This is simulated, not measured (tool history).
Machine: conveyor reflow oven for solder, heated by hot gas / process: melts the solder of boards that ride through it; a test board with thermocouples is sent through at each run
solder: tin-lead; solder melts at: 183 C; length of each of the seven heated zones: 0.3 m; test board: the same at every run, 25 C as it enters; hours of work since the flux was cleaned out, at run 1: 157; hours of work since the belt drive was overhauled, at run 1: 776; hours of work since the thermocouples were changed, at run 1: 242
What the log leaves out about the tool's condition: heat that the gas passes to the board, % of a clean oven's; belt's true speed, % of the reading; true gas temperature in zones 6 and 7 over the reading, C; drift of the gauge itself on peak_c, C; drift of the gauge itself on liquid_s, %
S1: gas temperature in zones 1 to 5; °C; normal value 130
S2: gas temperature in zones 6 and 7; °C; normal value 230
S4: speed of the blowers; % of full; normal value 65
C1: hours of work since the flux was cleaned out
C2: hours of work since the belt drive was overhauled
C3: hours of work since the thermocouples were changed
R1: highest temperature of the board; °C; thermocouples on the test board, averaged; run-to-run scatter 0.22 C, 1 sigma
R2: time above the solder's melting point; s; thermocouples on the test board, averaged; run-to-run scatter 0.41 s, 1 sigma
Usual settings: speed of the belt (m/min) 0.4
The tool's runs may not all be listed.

run 1 hour=0 | S1=130 S2=230 speed_of_the_belt_(m/min)=0.4 S4=65 | C1=157 C2=776 C3=242 | R1=211.7 R2=58.2
run 2 hour=13.3 | S1=130 S2=230 speed_of_the_belt_(m/min)=0.4 S4=65 | C1=167 C2=786 C3=252 | R1=211.4 R2=57.6
run 3 hour=25.3 | S1=130 S2=230 speed_of_the_belt_(m/min)=0.4 S4=65 | C1=177 C2=795 C3=262 | R1=211.2 R2=58.7
run 4 hour=41.8 | S1=130 S2=238 speed_of_the_belt_(m/min)=0.4 S4=65 | C1=189 C2=808 C3=274 | R1=218.2 R2=65.7
run 5 hour=51.1 | S1=130 S2=238 speed_of_the_belt_(m/min)=0.4 S4=65 | C1=196 C2=815 C3=282 | R1=218 R2=66.1
run 6 hour=68.2 | S1=130 S2=238 speed_of_the_belt_(m/min)=0.4 S4=65 | C1=210 C2=828 C3=295 | R1=218.1 R2=66.2
run 7 hour=85.8 | S1=130 S2=230 speed_of_the_belt_(m/min)=0.4 S4=65 | C1=223 C2=842 C3=308 | R1=211.3 R2=58.3
run 8 hour=99 | S1=130 S2=230 speed_of_the_belt_(m/min)=0.4 S4=65 | C1=233 C2=852 C3=319 | R1=211.2 R2=58.7
run 9 hour=114.8 | S1=130 S2=230 speed_of_the_belt_(m/min)=0.4 S4=65 | C1=246 C2=864 C3=331 | R1=210.9 R2=58.9
run 10 hour=129.8 | S1=130 S2=225 speed_of_the_belt_(m/min)=0.4 S4=65 | C1=257 C2=876 C3=342 | R1=206.9 R2=52.9
run 11 hour=147.7 | S1=130 S2=230 speed_of_the_belt_(m/min)=0.4 S4=65 | C1=271 C2=890 C3=356 | R1=211.2 R2=58.2
run 12 hour=166.6 | S1=130 S2=230 speed_of_the_belt_(m/min)=0.4 S4=65 | C1=286 C2=904 C3=371 | R1=211.3 R2=58.5
-- hour=182.9 belt drive overhauled, speed set with a stopwatch
run 13 hour=185.6 | S1=130 S2=230 speed_of_the_belt_(m/min)=0.4 S4=65 | C1=297 C2=2 C3=382 | R1=210.4 R2=55.9
run 14 hour=202.5 | S1=130 S2=230 speed_of_the_belt_(m/min)=0.4 S4=65 | C1=310 C2=15 C3=396 | R1=210.4 R2=57.3
run 15 hour=221.4 | S1=130 S2=231 speed_of_the_belt_(m/min)=0.4 S4=65 | C1=325 C2=30 C3=410 | R1=211.3 R2=57.1
run 16 hour=232.7 | S1=130 S2=231 speed_of_the_belt_(m/min)=0.4 S4=65 | C1=334 C2=38 C3=419 | R1=211.1 R2=57
run 17 hour=247.1 | S1=130 S2=221 speed_of_the_belt_(m/min)=0.391 S4=65 | C1=345 C2=50 C3=430 | R1=203.3 R2=49
run 18 hour=263.4 | S1=130 S2=221 speed_of_the_belt_(m/min)=0.391 S4=67 | C1=357 C2=62 C3=443 | R1=204.2 R2=50.6
run 19 hour=273.1 | S1=141 S2=232 speed_of_the_belt_(m/min)=0.4 S4=65 | C1=365 C2=70 C3=450 | R1=214.3 R2=65.2
-- hour=279.2 flux residue cleaned out of gas plates and filters
run 20 hour=291.3 | S1=141 S2=232 speed_of_the_belt_(m/min)=0.343 S4=71 | C1=9 C2=80 C3=460 | R1=219.6 R2=84.2
run 21 hour=308.8 | S1=141 S2=232 speed_of_the_belt_(m/min)=0.343 S4=71 | C1=23 C2=93 C3=474 | R1=220.1 R2=84.5
run 22 hour=327.7 | S1=130 S2=230 speed_of_the_belt_(m/min)=0.378 S4=73 | C1=37 C2=108 C3=488 | R1=214.1 R2=64.6
run 23 hour=338.8 | S1=130 S2=230 speed_of_the_belt_(m/min)=0.378 S4=73 | C1=46 C2=117 C3=497 | R1=213.6 R2=64.4
-- hour=351 flux residue cleaned out of gas plates and filters, once more
run 24 hour=354.5 | S1=137 S2=230 speed_of_the_belt_(m/min)=0.468 S4=65 | C1=3 C2=125 C3=505 | R1=207.6 R2=47
run 25 hour=368.1 | S1=119 S2=237 speed_of_the_belt_(m/min)=0.474 S4=65 | C1=13 C2=135 C3=516 | R1=208.3 R2=40.7
run 26 hour=384.2 | S1=130 S2=240 speed_of_the_belt_(m/min)=0.4 S4=56 | C1=26 C2=148 C3=528 | R1=217.4 R2=63
run 27 hour=396.8 | S1=130 S2=240 speed_of_the_belt_(m/min)=0.4 S4=56 | C1=35 C2=158 C3=538 | R1=216.6 R2=63.4
run 28 hour=406.8 | S1=130 S2=240 speed_of_the_belt_(m/min)=0.4 S4=56 | C1=43 C2=165 C3=546 | R1=217.4 R2=62.9
run 29 hour=421.1 | S1=130 S2=240 speed_of_the_belt_(m/min)=0.4 S4=56 | C1=54 C2=176 C3=557 | R1=217.4 R2=63.7
run 30 hour=433 | S1=130 S2=240 speed_of_the_belt_(m/min)=0.4 S4=56 | C1=63 C2=185 C3=566 | R1=217.2 R2=64.3

For each entry between runs, how does the tool's hidden state at the last listed run before it compare with that at the first listed run after it?
After run 12, before run 13: belt drive overhauled, speed set with a stopwatch (hour 182.9)
  heat that the gas passes to the board, % of a clean oven's: 94.7 -> 94.5; belt's true speed, % of the reading: 98.03 -> 99.93; true gas temperature in zones 6 and 7 over the reading, C: 1.16 -> 1.18
  the result without the hidden state subtracted from the measured one, R1: +0.5 -> -0.3 °C; R2: +1.5 -> -0.7 s
After run 19, before run 20: flux residue cleaned out of gas plates and filters (hour 279.2)
  heat that the gas passes to the board, % of a clean oven's: 93.3 -> 89.9; belt's true speed, % of the reading: 99.77 -> 99.74; true gas temperature in zones 6 and 7 over the reading, C: 1.34 -> 1.36
  the result without the hidden state subtracted from the measured one, R1: -0.2 -> -0.7 °C; R2: -0.5 -> -0.9 s
After run 23, before run 24: flux residue cleaned out of gas plates and filters, once more (hour 351)
  heat that the gas passes to the board, % of a clean oven's: 89.3 -> 99.5; belt's true speed, % of the reading: 99.65 -> 99.64; true gas temperature in zones 6 and 7 over the reading, C: 1.45 -> 1.46
  the result without the hidden state subtracted from the measured one, R1: -1.2 -> +1.2 °C; R2: -1.9 -> +1.5 s
